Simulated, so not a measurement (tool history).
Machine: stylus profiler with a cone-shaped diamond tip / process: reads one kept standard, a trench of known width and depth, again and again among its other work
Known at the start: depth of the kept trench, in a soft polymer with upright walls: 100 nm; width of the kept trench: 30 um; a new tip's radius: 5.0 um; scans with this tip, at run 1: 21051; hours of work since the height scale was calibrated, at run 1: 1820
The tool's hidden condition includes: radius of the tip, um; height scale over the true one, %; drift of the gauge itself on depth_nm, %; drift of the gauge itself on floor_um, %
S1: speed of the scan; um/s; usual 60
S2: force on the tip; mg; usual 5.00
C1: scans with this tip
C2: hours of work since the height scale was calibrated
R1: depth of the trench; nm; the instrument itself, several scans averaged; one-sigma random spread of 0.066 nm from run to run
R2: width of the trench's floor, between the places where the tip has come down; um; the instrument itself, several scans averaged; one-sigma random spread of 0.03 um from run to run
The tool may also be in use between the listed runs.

{"run": 1, "hour": 0.0, "S1": 60, "S2": 5.0, "C1": 21051, "C2": 1820, "R1": 102.3, "R2": 26.61}
{"run": 2, "hour": 133.5, "S1": 80, "S2": 5.0, "C1": 21700, "C2": 1876, "R1": 102.42, "R2": 26.52}
{"run": 3, "hour": 263.4, "S1": 80, "S2": 5.0, "C1": 22331, "C2": 1930, "R1": 102.25, "R2": 26.5}
{"run": 4, "hour": 371.5, "S1": 80, "S2": 5.0, "C1": 22857, "C2": 1976, "R1": 102.32, "R2": 26.47}
{"run": 5, "hour": 499.1, "S1": 80, "S2": 5.0, "C1": 23476, "C2": 2029, "R1": 102.37, "R2": 26.41}
{"run": 6, "hour": 567.0, "S1": 24, "S2": 5.0, "C1": 23807, "C2": 2058, "R1": 102.33, "R2": 26.65}
{"run": 7, "hour": 663.6, "S1": 29, "S2": 5.0, "C1": 24276, "C2": 2098, "R1": 102.33, "R2": 26.56}
{"run": 8, "hour": 783.8, "S1": 29, "S2": 5.0, "C1": 24860, "C2": 2149, "R1": 102.32, "R2": 26.58}
{"run": 9, "hour": 888.2, "S1": 29, "S2": 5.0, "C1": 25367, "C2": 2193, "R1": 102.21, "R2": 26.57}
{"run": 10, "hour": 1014.8, "S1": 29, "S2": 5.0, "C1": 25983, "C2": 2246, "R1": 102.28, "R2": 26.51}
{"run": 11, "hour": 1122.8, "S1": 29, "S2": 5.0, "C1": 26508, "C2": 2291, "R1": 102.28, "R2": 26.52}
{"run": 12, "hour": 1182.5, "S1": 29, "S2": 5.0, "C1": 26798, "C2": 2316, "R1": 102.23, "R2": 26.52}
{"run": 13, "hour": 1270.4, "S1": 29, "S2": 5.0, "C1": 27225, "C2": 2353, "R1": 102.41, "R2": 26.48}
{"run": 14, "hour": 1397.9, "S1": 48, "S2": 8.88, "C1": 27844, "C2": 2407, "R1": 103.4, "R2": 26.43}

What will run 15 give?
{"run": 15, "hour": 1521.8, "S1": 170, "S2": 6.43, "C1": 28447, "C2": 2459, "R1": "?", "R2": "?"}

R1: 102.68 nm
R2: 25.98 um
With the hidden condition absent and the run-to-run variation left alone, this run would have shown R1 103.10 nm, R2 27.44 um.
